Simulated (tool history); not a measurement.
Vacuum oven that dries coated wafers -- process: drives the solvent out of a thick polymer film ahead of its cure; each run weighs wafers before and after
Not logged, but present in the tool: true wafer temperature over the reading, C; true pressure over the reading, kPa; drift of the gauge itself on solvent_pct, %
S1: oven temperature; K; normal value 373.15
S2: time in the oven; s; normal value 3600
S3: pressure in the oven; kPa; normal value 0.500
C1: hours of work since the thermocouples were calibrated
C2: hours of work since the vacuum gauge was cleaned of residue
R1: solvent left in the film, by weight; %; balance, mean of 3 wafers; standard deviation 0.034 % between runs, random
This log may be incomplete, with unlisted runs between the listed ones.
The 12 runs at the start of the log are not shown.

Run 13, hour 284.5: usual settings but S3 1.940 kPa; C1 903; C2 509. Result: R1 2.24 %.
Run 14, hour 300.1: usual settings; C1 914; C2 519. Result: R1 1.83 %.
Run 15, hour 316.9: usual settings; C1 925; C2 530. Result: R1 1.79 %.
Run 16, hour 334.3: usual settings; C1 936; C2 542. Result: R1 1.80 %.
At hour 341.5: oven's thermocouples calibrated.
Run 17, hour 367.3: usual settings; C1 17; C2 562. Result: R1 1.59 %.
Run 18, hour 401.3: usual settings but S1 377.15 K; C1 40; C2 585. Result: R1 1.06 %.
Run 19, hour 417.0: usual settings but S1 368.15 K, S2 1980 s, S3 1.683 kPa; C1 50; C2 595. Result: R1 6.30 %.
Run 20, hour 431.0: usual settings but S1 383.15 K, S2 3540 s; C1 59; C2 604. Result: R1 0.49 %.
Run 21, hour 446.4: usual settings but S1 371.15 K, S2 5160 s, S3 1.083 kPa; C1 69; C2 614. Result: R1 1.13 %.
Run 22, hour 477.5: usual settings but S1 363.15 K, S2 2880 s; C1 90; C2 635. Result: R1 5.24 %.
Run 23, hour 500.7: usual settings but S1 363.15 K, S2 2700 s; C1 105; C2 650. Result: R1 5.54 %.
Run 24, hour 526.8: usual settings but S1 381.15 K, S2 5880 s, S3 0.899 kPa; C1 122; C2 667. Result: R1 0.34 %.
Run 25, hour 547.4: usual settings but S1 372.15 K, S2 4440 s, S3 0.899 kPa; C1 136; C2 681. Result: R1 1.29 %.
Run 26, hour 563.9: usual settings but S1 372.15 K, S2 5880 s, S3 1.507 kPa; C1 147; C2 692. Result: R1 0.97 %.
Run 27, hour 589.3: usual settings but S1 381.15 K, S2 2160 s, S3 1.097 kPa; C1 164; C2 709. Result: R1 2.30 %.
Run 28, hour 617.5: usual settings but S1 372.15 K, S2 4560 s, S3 1.097 kPa; C1 182; C2 727. Result: R1 1.30 %.
Run 29, hour 638.4: usual settings but S1 372.15 K, S2 4560 s, S3 1.097 kPa; C1 196; C2 741. Result: R1 1.33 %.
Run 30, hour 655.3: usual settings but S1 365.15 K, S2 5340 s; C1 207; C2 752. Result: R1 1.71 %.
Run 31, hour 680.9: usual settings but S1 361.15 K, S2 4020 s, S3 0.463 kPa; C1 224; C2 769. Result: R1 3.97 %.
Run 32, hour 703.1: usual settings but S1 384.15 K, S2 1800 s, S3 0.281 kPa; C1 239; C2 784. Result: R1 2.30 %.
Run 33, hour 730.6: usual settings but S1 384.15 K, S2 1800 s, S3 0.281 kPa; C1 257; C2 802. Result: R1 2.32 %.
Run 34, hour 755.8: usual settings but S1 384.15 K, S2 1800 s, S3 0.281 kPa; C1 274; C2 819. Result: R1 2.32 %.
Run 35, hour 780.3: usual settings but S1 384.15 K, S2 1800 s, S3 0.281 kPa; C1 290; C2 835. Result: R1 2.28 %.

Forecast each of these 5 alternatives for the next run:
Run A, hour 798.8: usual settings but S1 386.15 K, S3 0.455 kPa; C1 302; C2 847. Result: R1 ?.
Run B, hour 798.8: usual settings but S1 371.15 K, S2 5580 s, S3 1.906 kPa; C1 302; C2 847. Result: R1 ?.
Run C, hour 798.8: usual settings but S1 386.15 K, S2 4320 s, S3 0.386 kPa; C1 302; C2 847. Result: R1 ?.
Run D, hour 798.8: usual settings but S1 363.15 K, S2 1800 s, S3 0.281 kPa; C1 302; C2 847. Result: R1 ?.
Run E, hour 798.8: usual settings but S2 5460 s, S3 0.354 kPa; C1 302; C2 847. Result: R1 ?.

run    R1
  A  0.37
  B  1.33
  C  0.23
  D  8.15
  E  0.68
Had the tool no hidden state, the same runs would have come out as:
run    R1
  A  0.28
  B  1.13
  C  0.15
  D  7.83
  E  0.52
